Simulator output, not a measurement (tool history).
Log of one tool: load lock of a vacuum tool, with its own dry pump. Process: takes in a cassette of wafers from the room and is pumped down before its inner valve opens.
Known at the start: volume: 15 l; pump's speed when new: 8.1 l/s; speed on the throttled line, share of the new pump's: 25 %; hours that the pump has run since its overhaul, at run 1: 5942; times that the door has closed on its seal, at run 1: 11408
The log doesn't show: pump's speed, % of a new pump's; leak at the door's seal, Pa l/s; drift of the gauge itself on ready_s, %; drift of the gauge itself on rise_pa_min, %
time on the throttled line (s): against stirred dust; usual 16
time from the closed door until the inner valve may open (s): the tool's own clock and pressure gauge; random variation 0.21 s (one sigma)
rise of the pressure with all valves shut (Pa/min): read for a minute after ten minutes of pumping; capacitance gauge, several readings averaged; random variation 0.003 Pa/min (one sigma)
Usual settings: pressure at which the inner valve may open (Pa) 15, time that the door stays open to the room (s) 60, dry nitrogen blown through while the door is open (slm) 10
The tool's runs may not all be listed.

run,hour,time on the throttled line (s),pressure at which the inner valve may open (Pa),time that the door stays open to the room (s),dry nitrogen blown through while the door is open (slm),hours that the pump has run since its overhaul,times that the door has closed on its seal,"incoming humidity of the room's air, %",time from the closed door until the inner valve may open (s),rise of the pressure with all valves shut (Pa/min)
1,0,16,15,60,10,5942,11408,44.1,29.2,0.071
2,103.3,16,15,60,10,6045,11729,41.3,28.7,0.069
3,201.3,16,15,60,10,6143,12033,47.3,29,0.076
4,305.4,16,15,60,6,6247,12357,45.5,29.3,0.076
5,421.3,16,15,60,6,6363,12717,45.6,28.6,0.077
6,579.5,16,15,60,6,6522,13208,46.4,29.1,0.084
7,702.1,16,15,60,6,6644,13589,44.1,29.2,0.08
8,845.3,16,15,60,6,6787,14034,44.2,29.5,0.084
9,930.8,16,15,60,6,6873,14299,48,29.1,0.088
10,1069.5,16,15,60,6,7012,14730,47,29.3,0.092
11,1232.2,16,15,60,29,7174,15235,45,29.5,0.078
12,1383.8,16,15,60,29,7326,15706,42.3,29.2,0.08
13,1540.4,16,15,60,10,7482,16193,45.8,29.4,0.089
14,1616.5,16,15,60,12,7559,16429,44.6,29.1,0.088
15,1723,16,15,60,12,7665,16760,44.3,29.3,0.094
16,1819.1,16,15,60,12,7761,17058,41,29.6,0.094
17,1980.2,32,28,78,19,7922,17559,44,40,0.092

The next listed run, before its measurement:
18,2082.7,17,29,158,37,8025,17877,48.2,?,?

{"run 18": {"time from the closed door until the inner valve may open (s)": 28.7, "rise of the pressure with all valves shut (Pa/min)": 0.099}}
Without the tool's hidden state the same run would have given time from the closed door until the inner valve may open (s) 28.1, rise of the pressure with all valves shut (Pa/min) 0.04.
